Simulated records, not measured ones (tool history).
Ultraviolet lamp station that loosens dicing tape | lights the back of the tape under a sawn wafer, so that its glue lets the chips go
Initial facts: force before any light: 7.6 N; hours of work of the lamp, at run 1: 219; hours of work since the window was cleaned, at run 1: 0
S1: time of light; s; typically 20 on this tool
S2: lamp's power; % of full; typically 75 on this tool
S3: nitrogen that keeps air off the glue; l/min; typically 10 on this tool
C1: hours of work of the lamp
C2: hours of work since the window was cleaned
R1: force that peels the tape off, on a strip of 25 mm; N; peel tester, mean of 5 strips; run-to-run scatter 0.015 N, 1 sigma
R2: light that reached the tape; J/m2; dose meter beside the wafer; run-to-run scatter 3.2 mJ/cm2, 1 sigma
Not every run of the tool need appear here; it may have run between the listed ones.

run 1 hour=0.0 | S1=20 S2=75 S3=10 | C1=219 C2=0 | R1=0.857 R2=4610
run 2 hour=17.6 | S1=20 S2=75 S3=10 | C1=229 C2=10 | R1=0.843 R2=4540
run 3 hour=31.3 | S1=20 S2=83 S3=10 | C1=236 C2=17 | R1=0.687 R2=5050
run 4 hour=47.5 | S1=20 S2=75 S3=10 | C1=245 C2=26 | R1=0.859 R2=4560
run 5 hour=70.0 | S1=20 S2=75 S3=10 | C1=258 C2=38 | R1=0.838 R2=4580
run 6 hour=93.1 | S1=20 S2=75 S3=10 | C1=270 C2=51 | R1=0.871 R2=4580
run 7 hour=103.1 | S1=20 S2=75 S3=13 | C1=276 C2=56 | R1=0.758 R2=4510
run 8 hour=120.1 | S1=20 S2=75 S3=10 | C1=285 C2=66 | R1=0.898 R2=4520
run 9 hour=144.0 | S1=20 S2=75 S3=14 | C1=298 C2=79 | R1=0.735 R2=4490
run 10 hour=160.2 | S1=20 S2=75 S3=10 | C1=307 C2=88 | R1=0.900 R2=4490
run 11 hour=178.6 | S1=25 S2=75 S3=10 | C1=317 C2=98 | R1=0.557 R2=5560
run 12 hour=200.6 | S1=29 S2=75 S3=10 | C1=329 C2=110 | R1=0.394 R2=6390
run 13 hour=212.5 | S1=20 S2=75 S3=10 | C1=336 C2=116 | R1=0.908 R2=4440
run 14 hour=235.6 | S1=20 S2=75 S3=10 | C1=348 C2=129 | R1=0.935 R2=4400
run 15 hour=250.8 | S1=20 S2=75 S3=10 | C1=357 C2=137 | R1=0.912 R2=4380
run 16 hour=269.5 | S1=20 S2=75 S3=10 | C1=367 C2=148 | R1=0.957 R2=4410
run 17 hour=280.1 | S1=20 S2=75 S3=10 | C1=373 C2=153 | R1=0.977 R2=4400
run 18 hour=290.8 | S1=20 S2=75 S3=10 | C1=379 C2=159 | R1=0.933 R2=4390
run 19 hour=314.7 | S1=20 S2=75 S3=6 | C1=392 C2=172 | R1=1.261 R2=4320
run 20 hour=333.6 | S1=20 S2=75 S3=3 | C1=402 C2=183 | R1=1.979 R2=4290
run 21 hour=349.4 | S1=31 S2=75 S3=3 | C1=411 C2=191 | R1=0.930 R2=6700
run 22 hour=365.8 | S1=31 S2=75 S3=3 | C1=420 C2=200 | R1=0.914 R2=6610
run 23 hour=384.5 | S1=13 S2=69 S3=5 | C1=430 C2=211 | R1=2.909 R2=2560
run 24 hour=400.2 | S1=20 S2=80 S3=10 | C1=438 C2=219 | R1=0.865 R2=4570
run 25 hour=420.2 | S1=20 S2=80 S3=10 | C1=449 C2=230 | R1=0.889 R2=4600
run 26 hour=443.3 | S1=20 S2=98 S3=10 | C1=462 C2=243 | R1=0.576 R2=5540
run 27 hour=454.9 | S1=20 S2=98 S3=10 | C1=468 C2=249 | R1=0.568 R2=5480
run 28 hour=467.3 | S1=20 S2=98 S3=10 | C1=475 C2=256 | R1=0.584 R2=5480
run 29 hour=479.0 | S1=39 S2=75 S3=7 | C1=482 C2=262 | R1=0.294 R2=8210

For run 30, what comes out?
run 30 hour=502.8 | S1=28 S2=81 S3=7 | C1=495 C2=275 | R1=? R2=?

R1: 0.558 N
R2: 6350 J/m2
Minus the tool's unlogged condition, the same run would have read R1 0.374 N, R2 7510 J/m2.
